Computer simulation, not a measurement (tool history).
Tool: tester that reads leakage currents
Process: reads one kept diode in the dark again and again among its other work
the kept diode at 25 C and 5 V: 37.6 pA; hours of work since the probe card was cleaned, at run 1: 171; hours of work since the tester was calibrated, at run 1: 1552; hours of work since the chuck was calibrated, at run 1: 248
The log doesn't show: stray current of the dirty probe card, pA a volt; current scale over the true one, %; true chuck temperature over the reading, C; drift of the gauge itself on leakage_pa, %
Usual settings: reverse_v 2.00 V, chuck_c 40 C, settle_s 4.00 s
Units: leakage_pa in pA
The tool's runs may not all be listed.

| run | hour | reverse_v | chuck_c | settle_s | hours of work since the probe card was cleaned | hours of work since the tester was calibrated | hours of work since the chuck was calibrated | leakage_pa |
|---|---|---|---|---|---|---|---|---|
| 1 | 0.0 | 2.00 | 40 | 4.00 | 171 | 1552 | 248 | 87.27 |
| 2 | 73.9 | 2.00 | 22 | 4.00 | 206 | 1587 | 282 | 17.73 |
| 3 | 163.3 | 2.00 | 40 | 4.00 | 247 | 1629 | 324 | 86.94 |
| 4 | 240.9 | 2.00 | 40 | 4.00 | 283 | 1665 | 360 | 87.75 |
| 5 | 411.1 | 2.00 | 40 | 4.00 | 363 | 1744 | 439 | 86.78 |
| 6 | 530.5 | 7.84 | 40 | 4.00 | 419 | 1800 | 495 | 177.36 |
| 7 | 647.6 | 2.01 | 40 | 4.00 | 473 | 1855 | 550 | 87.67 |
| 8 | 725.9 | 2.01 | 31 | 4.00 | 510 | 1891 | 586 | 40.43 |
|  | 831.0 | chuck's temperature calibrated |
| 9 | 874.9 | 2.01 | 31 | 5.01 | 578 | 1960 | 20 | 40.41 |
| 10 | 950.0 | 2.01 | 31 | 5.01 | 613 | 1995 | 55 | 40.41 |
| 11 | 1068.7 | 2.00 | 40 | 4.00 | 669 | 2050 | 111 | 87.65 |
| 12 | 1218.6 | 2.00 | 40 | 4.00 | 739 | 2120 | 181 | 87.33 |
| 13 | 1345.0 | 13.48 | 40 | 4.00 | 798 | 2179 | 240 | 235.83 |
| 14 | 1499.3 | 13.48 | 40 | 4.60 | 870 | 2251 | 312 | 235.64 |
| 15 | 1655.8 | 13.48 | 40 | 4.60 | 943 | 2324 | 385 | 234.82 |
| 16 | 1811.7 | 2.00 | 40 | 4.00 | 1016 | 2397 | 458 | 86.80 |
| 17 | 1890.9 | 2.00 | 40 | 4.00 | 1052 | 2434 | 495 | 87.03 |
| 18 | 2000.8 | 7.49 | 40 | 4.00 | 1104 | 2485 | 546 | 173.66 |
| 19 | 2133.9 | 7.49 | 40 | 4.00 | 1166 | 2547 | 608 | 172.92 |
|  | 2192.9 | chuck's temperature calibrated |
|  | 2252.8 | tester calibrated |
| 20 | 2261.1 | 2.00 | 40 | 4.00 | 1223 | 4 | 31 | 87.15 |
| 21 | 2425.4 | 2.00 | 40 | 4.00 | 1300 | 81 | 108 | 87.19 |
| 22 | 2541.8 | 2.00 | 45 | 1.22 | 1354 | 135 | 162 | 131.51 |
| 23 | 2694.8 | 2.00 | 45 | 1.22 | 1426 | 206 | 233 | 131.66 |
| 24 | 2828.4 | 3.65 | 40 | 4.00 | 1488 | 269 | 296 | 119.24 |
| 25 | 2933.2 | 3.65 | 21 | 1.25 | 1537 | 317 | 345 | 22.23 |
| 26 | 3071.7 | 3.65 | 21 | 1.25 | 1602 | 382 | 409 | 22.11 |
| 27 | 3145.4 | 3.22 | 40 | 0.72 | 1636 | 416 | 444 | 111.86 |
| 28 | 3271.0 | 8.90 | 40 | 0.36 | 1695 | 475 | 502 | 190.83 |
| 29 | 3439.0 | 11.54 | 40 | 3.67 | 1773 | 553 | 581 | 215.37 |
| 30 | 3525.1 | 11.54 | 40 | 3.67 | 1813 | 594 | 621 | 216.10 |
|  | 3564.6 | chuck's temperature calibrated |
| 31 | 3684.5 | 11.54 | 40 | 3.67 | 1887 | 667 | 56 | 218.80 |
| 32 | 3813.2 | 11.54 | 40 | 3.67 | 1947 | 727 | 116 | 217.38 |
| 33 | 3894.5 | 1.01 | 36 | 1.51 | 1985 | 765 | 154 | 43.38 |
| 34 | 4009.1 | 8.91 | 29 | 1.99 | 2038 | 819 | 207 | 73.20 |
| 35 | 4157.3 | 2.00 | 22 | 1.07 | 2107 | 888 | 277 | 17.81 |
| 36 | 4312.0 | 11.84 | 25 | 4.00 | 2179 | 960 | 349 | 59.18 |
| 37 | 4436.8 | 1.59 | 40 | 0.31 | 2238 | 1018 | 407 | 77.88 |
| 38 | 4516.4 | 1.36 | 30 | 4.00 | 2275 | 1055 | 444 | 30.08 |
| 39 | 4678.8 | 15.56 | 33 | 1.46 | 2351 | 1131 | 520 | 139.79 |

4 ways to go on from here, each from the tool as it stands after run 39. What would each give?
| A | 4773.7 | 2.00 | 40 | 3.68 | 2395 | 1175 | 564 | ? |
| B | 4773.7 | 4.88 | 58 | 2.80 | 2395 | 1175 | 564 | ? |
| C | 4773.7 | 2.00 | 33 | 4.00 | 2395 | 1175 | 564 | ? |
| D | 4773.7 | 4.70 | 25 | 1.07 | 2395 | 1175 | 564 | ? |

| run | leakage_pa |
|---|---|
| A | 87.08 |
| B | 579.72 |
| C | 47.96 |
| D | 37.01 |
Without the tool's hidden state the same runs would have given:
| run | leakage_pa |
|---|---|
| A | 87.21 |
| B | 580.51 |
| C | 48.03 |
| D | 37.04 |
